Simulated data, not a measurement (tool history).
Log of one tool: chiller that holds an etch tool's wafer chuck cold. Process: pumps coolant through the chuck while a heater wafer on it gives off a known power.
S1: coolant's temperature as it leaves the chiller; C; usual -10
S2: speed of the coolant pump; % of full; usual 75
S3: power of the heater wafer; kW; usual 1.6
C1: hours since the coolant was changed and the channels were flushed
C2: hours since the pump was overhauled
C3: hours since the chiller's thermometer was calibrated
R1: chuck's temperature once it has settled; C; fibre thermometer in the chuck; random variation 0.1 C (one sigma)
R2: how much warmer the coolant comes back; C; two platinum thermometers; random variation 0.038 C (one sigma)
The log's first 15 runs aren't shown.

run 16 hour=914.5 | S1=-10 S2=75 S3=1.6 | C1=5417 C2=2502 C3=2353 | R1=16.1 R2=7.86
run 17 hour=983.2 | S1=-5 S2=64 S3=1.702 | C1=5486 C2=2571 C3=2422 | R1=26.4 R2=10.13
run 18 hour=1021.1 | S1=-10 S2=71 S3=1.278 | C1=5523 C2=2609 C3=2460 | R1=12 R2=6.71
run 19 hour=1074.4 | S1=-14 S2=75 S3=1.726 | C1=5577 C2=2662 C3=2513 | R1=14.3 R2=8.61
run 20 hour=1138.3 | S1=-14 S2=75 S3=1.726 | C1=5641 C2=2726 C3=2577 | R1=14.4 R2=8.63
run 21 hour=1183.2 | S1=-16 S2=80 S3=1.496 | C1=5686 C2=2771 C3=2622 | R1=7.5 R2=6.96
run 22 hour=1249.1 | S1=-20 S2=80 S3=1.496 | C1=5752 C2=2837 C3=2688 | R1=3.7 R2=6.98
run 23 hour=1294.5 | S1=-16 S2=78 S3=1.496 | C1=5797 C2=2882 C3=2733 | R1=7.9 R2=7.14
run 24 hour=1342.6 | S1=-9 S2=82 S3=1.6 | C1=5845 C2=2930 C3=2782 | R1=15.6 R2=7.24
-- hour=1408.3 coolant changed, channels flushed
run 25 hour=1417.5 | S1=-9 S2=82 S3=1.6 | C1=9 C2=2999 C3=2850 | R1=13 R2=7.24
run 26 hour=1457.4 | S1=-4 S2=65 S3=1.6 | C1=49 C2=3039 C3=2890 | R1=22.5 R2=9.27
run 27 hour=1521.7 | S1=-4 S2=65 S3=1.6 | C1=113 C2=3103 C3=2955 | R1=22.4 R2=9.37
run 28 hour=1573.9 | S1=-15 S2=60 S3=0.95 | C1=166 C2=3156 C3=3007 | R1=1.9 R2=5.98
run 29 hour=1630.1 | S1=-3 S2=67 S3=1.6 | C1=222 C2=3212 C3=3063 | R1=22.8 R2=9.07
run 30 hour=1709.3 | S1=-3 S2=67 S3=1.6 | C1=301 C2=3291 C3=3142 | R1=23.2 R2=9.12
run 31 hour=1755.5 | S1=-3 S2=67 S3=1.6 | C1=347 C2=3337 C3=3188 | R1=23.1 R2=9.14

4 ways to go on from here, each from the tool as it stands after run 31. What would each give?
run A hour=1835 | S1=-5 S2=99 S3=1.6 | C1=427 C2=3417 C3=3268 | R1=? R2=?
run B hour=1835 | S1=-9 S2=71 S3=1.56 | C1=427 C2=3417 C3=3268 | R1=? R2=?
run C hour=1835 | S1=-19 S2=97 S3=1.353 | C1=427 C2=3417 C3=3268 | R1=? R2=?
run D hour=1835 | S1=-4 S2=68 S3=1.513 | C1=427 C2=3417 C3=3268 | R1=? R2=?

run=A R1=14.5 R2=5.98
run=B R1=15.6 R2=8.35
run=C R1=-2.3 R2=5.15
run=D R1=20.4 R2=8.45
Without the tool's hidden state the same runs would have given:
run=A R1=13 R2=5.63
run=B R1=13.9 R2=7.86
run=C R1=-3.7 R2=4.85
run=D R1=18.7 R2=7.95
